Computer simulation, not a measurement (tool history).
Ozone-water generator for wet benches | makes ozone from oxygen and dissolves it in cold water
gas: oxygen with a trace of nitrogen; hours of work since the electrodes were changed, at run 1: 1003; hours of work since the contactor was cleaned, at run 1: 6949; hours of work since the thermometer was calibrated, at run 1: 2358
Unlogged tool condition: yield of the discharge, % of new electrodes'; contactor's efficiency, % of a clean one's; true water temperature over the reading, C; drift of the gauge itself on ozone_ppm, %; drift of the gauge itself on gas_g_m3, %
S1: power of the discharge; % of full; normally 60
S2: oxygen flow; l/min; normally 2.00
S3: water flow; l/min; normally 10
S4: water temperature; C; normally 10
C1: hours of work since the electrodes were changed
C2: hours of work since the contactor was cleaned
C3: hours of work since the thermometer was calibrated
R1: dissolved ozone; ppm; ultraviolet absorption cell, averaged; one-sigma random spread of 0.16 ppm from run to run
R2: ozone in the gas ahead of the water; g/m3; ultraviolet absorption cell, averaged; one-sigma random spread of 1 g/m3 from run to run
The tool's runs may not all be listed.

run	hour	S1	S2	S3	S4	C1	C2	C3	R1	R2
1	0.0	60	2.00	10	10	1003	6949	2358	19.6	179.1
2	42.3	60	2.00	10	10	1029	6976	2384	20.0	176.7
3	93.5	60	2.00	10	10	1062	7008	2417	19.6	176.3
4	118.1	60	2.00	10	10	1077	7024	2432	19.8	178.0
5	153.9	60	2.00	10	10	1100	7047	2455	19.9	177.3
6	186.4	60	2.00	10	10	1121	7067	2476	19.9	178.8
7	231.9	60	2.00	10	10	1149	7096	2504	19.9	178.2
8	262.6	60	2.00	7	10	1169	7115	2524	26.8	178.2
9	299.0	60	1.58	10	10	1192	7139	2547	18.9	198.9
10	339.7	60	1.58	10	10	1218	7164	2573	18.9	199.4
11	382.5	60	1.58	10	10	1245	7191	2600	19.0	199.2
12	417.7	60	1.76	11	10	1267	7214	2622	17.7	189.4
13	453.3	60	2.00	10	13	1290	7236	2645	19.2	177.8
14	481.7	60	2.00	10	13	1308	7254	2663	19.1	177.8
15	526.5	60	2.00	10	13	1336	7283	2691	19.4	176.6
16	560.0	46	2.00	15	13	1357	7304	2712	11.0	155.0
17	601.6	59	1.01	9	10	1384	7330	2739	18.8	249.6
18	627.7	46	2.00	7	10	1400	7347	2755	23.6	155.4
19	659.2	46	1.31	11	9	1420	7367	2775	14.5	192.3
20	705.9	66	2.00	10	10	1450	7396	2805	20.7	184.4
21	736.1	45	2.75	11	6	1469	7415	2824	17.2	128.9

Forecast each of these 4 alternatives for the next run:
A	790.7	60	1.25	15	10	1504	7450	2859	?	?
B	790.7	60	2.00	11	10	1504	7450	2859	?	?
C	790.7	45	2.00	11	6	1504	7450	2859	?	?
D	790.7	43	1.56	8	10	1504	7450	2859	?	?

run	R1	R2
A	11.3	225.4
B	17.9	176.0
C	16.3	152.4
D	19.5	170.6
Stripped of hidden state, with their random variation kept, the same runs would have yielded:
run	R1	R2
A	12.2	233.2
B	19.1	182.1
C	17.3	156.8
D	20.5	175.4
